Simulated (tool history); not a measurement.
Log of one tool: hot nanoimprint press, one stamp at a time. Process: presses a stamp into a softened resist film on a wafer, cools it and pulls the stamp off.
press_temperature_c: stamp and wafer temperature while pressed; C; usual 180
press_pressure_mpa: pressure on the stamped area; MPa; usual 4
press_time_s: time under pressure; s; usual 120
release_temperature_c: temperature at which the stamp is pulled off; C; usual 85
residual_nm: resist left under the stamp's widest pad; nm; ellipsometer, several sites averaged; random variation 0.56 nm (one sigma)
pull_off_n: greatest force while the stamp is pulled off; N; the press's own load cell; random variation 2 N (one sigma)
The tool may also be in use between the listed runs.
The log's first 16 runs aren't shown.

{"run": 17, "hour": 115.2, "press_temperature_c": 180, "press_pressure_mpa": 4, "press_time_s": 142, "release_temperature_c": 85, "residual_nm": 123.5, "pull_off_n": 124}
{"run": 18, "hour": 122.7, "press_temperature_c": 177, "press_pressure_mpa": 4, "press_time_s": 120, "release_temperature_c": 85, "residual_nm": 155.1, "pull_off_n": 130}
{"run": 19, "hour": 128.6, "press_temperature_c": 177, "press_pressure_mpa": 4, "press_time_s": 120, "release_temperature_c": 85, "residual_nm": 154.5, "pull_off_n": 133}
{"run": 20, "hour": 135.6, "press_temperature_c": 177, "press_pressure_mpa": 4, "press_time_s": 62, "release_temperature_c": 77, "residual_nm": 196.5, "pull_off_n": 152}
{"run": 21, "hour": 143.5, "press_temperature_c": 178, "press_pressure_mpa": 4, "press_time_s": 62, "release_temperature_c": 77, "residual_nm": 185.7, "pull_off_n": 157}
{"hour": 147.1, "done": "plate thermocouple calibrated"}
{"run": 22, "hour": 153.9, "press_temperature_c": 173, "press_pressure_mpa": 4, "press_time_s": 67, "release_temperature_c": 85, "residual_nm": 229.2, "pull_off_n": 131}
{"run": 23, "hour": 160.9, "press_temperature_c": 180, "press_pressure_mpa": 4, "press_time_s": 197, "release_temperature_c": 86, "residual_nm": 108.8, "pull_off_n": 127}
{"hour": 168.9, "done": "plate thermocouple calibrated, once more"}
{"run": 24, "hour": 173.7, "press_temperature_c": 190, "press_pressure_mpa": 4.99, "press_time_s": 149, "release_temperature_c": 75, "residual_nm": 61.6, "pull_off_n": 166}
{"run": 25, "hour": 183.8, "press_temperature_c": 192, "press_pressure_mpa": 5.84, "press_time_s": 132, "release_temperature_c": 81, "residual_nm": 53.6, "pull_off_n": 150}
{"run": 26, "hour": 189.5, "press_temperature_c": 174, "press_pressure_mpa": 3.96, "press_time_s": 76, "release_temperature_c": 90, "residual_nm": 208.8, "pull_off_n": 118}
{"run": 27, "hour": 194.2, "press_temperature_c": 181, "press_pressure_mpa": 3.75, "press_time_s": 103, "release_temperature_c": 82, "residual_nm": 133.7, "pull_off_n": 144}
{"run": 28, "hour": 201.8, "press_temperature_c": 181, "press_pressure_mpa": 3.75, "press_time_s": 103, "release_temperature_c": 82, "residual_nm": 135.4, "pull_off_n": 146}
{"run": 29, "hour": 210.4, "press_temperature_c": 178, "press_pressure_mpa": 4, "press_time_s": 120, "release_temperature_c": 84, "residual_nm": 144.3, "pull_off_n": 142}
{"run": 30, "hour": 216.2, "press_temperature_c": 186, "press_pressure_mpa": 2.41, "press_time_s": 62, "release_temperature_c": 74, "residual_nm": 154.6, "pull_off_n": 177}

3 ways to go on from here, each from the tool as it stands after run 30. What would each give?
{"run": "A", "hour": 225.7, "press_temperature_c": 180, "press_pressure_mpa": 5.28, "press_time_s": 120, "release_temperature_c": 85, "residual_nm": "?", "pull_off_n": "?"}
{"run": "B", "hour": 225.7, "press_temperature_c": 186, "press_pressure_mpa": 4.7, "press_time_s": 117, "release_temperature_c": 80, "residual_nm": "?", "pull_off_n": "?"}
{"run": "C", "hour": 225.7, "press_temperature_c": 174, "press_pressure_mpa": 2.74, "press_time_s": 120, "release_temperature_c": 85, "residual_nm": "?", "pull_off_n": "?"}

run=A residual_nm=113.1 pull_off_n=133
run=B residual_nm=87.6 pull_off_n=157
run=C residual_nm=205.5 pull_off_n=138
Without the tool's hidden state the same runs would have given:
run=A residual_nm=111.9 pull_off_n=105
run=B residual_nm=86.7 pull_off_n=124
run=C residual_nm=204.7 pull_off_n=109

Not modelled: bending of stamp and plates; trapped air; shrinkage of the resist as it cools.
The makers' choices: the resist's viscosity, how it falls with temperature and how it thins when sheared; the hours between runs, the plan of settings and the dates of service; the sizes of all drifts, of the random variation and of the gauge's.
